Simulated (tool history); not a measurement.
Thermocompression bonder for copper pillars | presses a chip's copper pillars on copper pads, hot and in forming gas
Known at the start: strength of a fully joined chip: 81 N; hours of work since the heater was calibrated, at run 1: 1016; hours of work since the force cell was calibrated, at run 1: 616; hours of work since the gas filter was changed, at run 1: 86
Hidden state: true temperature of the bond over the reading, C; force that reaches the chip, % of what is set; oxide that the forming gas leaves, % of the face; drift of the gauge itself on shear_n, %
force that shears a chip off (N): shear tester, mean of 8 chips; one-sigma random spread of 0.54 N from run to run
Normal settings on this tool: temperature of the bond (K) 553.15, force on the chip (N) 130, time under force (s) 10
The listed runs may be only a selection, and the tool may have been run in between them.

run,hour,temperature of the bond (K),force on the chip (N),time under force (s),hours of work since the heater was calibrated,hours of work since the force cell was calibrated,hours of work since the gas filter was changed,force that shears a chip off (N)
1,0.0,553.15,130,10,1016,616,86,34.9
2,16.7,553.15,130,10,1026,626,96,33.9
3,43.7,553.15,130,10,1042,642,112,34.2
4,77.1,553.15,130,10,1062,662,132,32.6
# hour 111.1: forming gas filter changed
5,119.0,579.15,130,10,1087,687,5,46.5
6,145.3,579.15,139,10,1103,702,21,48.6
7,185.1,553.15,130,10,1127,726,44,34.2
8,224.7,553.15,130,10,1150,750,68,34.4
9,254.3,553.15,130,10,1168,768,86,33.9
10,284.3,554.15,130,10,1186,786,104,34.0
11,303.9,553.15,130,5,1198,798,116,25.5
12,332.7,553.15,130,10,1215,815,133,33.6
# hour 366.1: forming gas filter changed
13,372.1,553.15,130,10,1238,838,4,34.7
14,411.7,553.15,130,10,1262,862,27,35.3
15,451.7,553.15,130,10,1286,886,51,35.0
16,493.1,570.15,130,11,1311,911,76,43.4
17,518.4,570.15,85,7,1326,926,91,27.2
18,550.9,570.15,97,12,1346,945,111,36.6
# hour 555.0: heater calibrated with a thermocouple chip
19,585.5,570.15,97,24,18,965,130,46.9
20,611.0,540.15,113,17,34,980,146,31.7
# hour 622.1: forming gas filter changed
21,651.4,540.15,113,17,58,1004,18,34.9
22,686.1,540.15,113,17,78,1025,38,34.0
23,704.8,571.15,150,12,90,1036,50,50.1
# hour 710.3: heater calibrated with a thermocouple chip, once more
24,748.3,575.15,147,6,23,1061,74,38.0
25,783.1,553.15,161,10,44,1082,95,35.8
26,808.7,578.15,161,20,59,1097,111,57.0
27,832.4,578.15,161,20,73,1111,125,57.0
28,867.5,578.15,161,20,94,1132,146,55.5
# hour 877.6: forming gas filter changed
29,892.3,561.15,161,20,109,1147,9,51.8

Entry by entry between the runs, the difference in hidden state between the last listed run before and the first listed run after:
Between runs 4 and 5: forming gas filter changed (hour 111.1)
  true temperature of the bond over the reading, C: 5.9 -> 6.1; force that reaches the chip, % of what is set: 98.1 -> 98; oxide that the forming gas leaves, % of the face: 6.93 -> 0.84
  the result without the hidden state subtracted from the measured one, force that shears a chip off (N): -0.1 -> +2.1
Between runs 12 and 13: forming gas filter changed (hour 366.1)
  true temperature of the bond over the reading, C: 6.8 -> 6.9; oxide that the forming gas leaves, % of the face: 7.31 -> 0.77
  the result without the hidden state subtracted from the measured one, force that shears a chip off (N): +0.0 -> +2.4
Between runs 18 and 19: heater calibrated with a thermocouple chip (hour 555.0)
  true temperature of the bond over the reading, C: 7.5 -> 10; oxide that the forming gas leaves, % of the face: 6.11 -> 7.17
  the result without the hidden state subtracted from the measured one, force that shears a chip off (N): +0.5 -> +0.8
Between runs 20 and 21: forming gas filter changed (hour 622.1)
  true temperature of the bond over the reading, C: 10.1 -> 10.2; force that reaches the chip, % of what is set: 97.4 -> 97.3; oxide that the forming gas leaves, % of the face: 7.88 -> 1.32
  the result without the hidden state subtracted from the measured one, force that shears a chip off (N): +1.3 -> +3.7
Between runs 23 and 24: heater calibrated with a thermocouple chip, once more (hour 710.3)
  true temperature of the bond over the reading, C: 10.4 -> 0.7; oxide that the forming gas leaves, % of the face: 2.99 -> 4.21
  the result without the hidden state subtracted from the measured one, force that shears a chip off (N): +2.9 -> -1.8
Between runs 28 and 29: forming gas filter changed (hour 877.6)
  true temperature of the bond over the reading, C: 1.1 -> 1.2; oxide that the forming gas leaves, % of the face: 7.91 -> 1.03
  the result without the hidden state subtracted from the measured one, force that shears a chip off (N): -4.7 -> -0.5
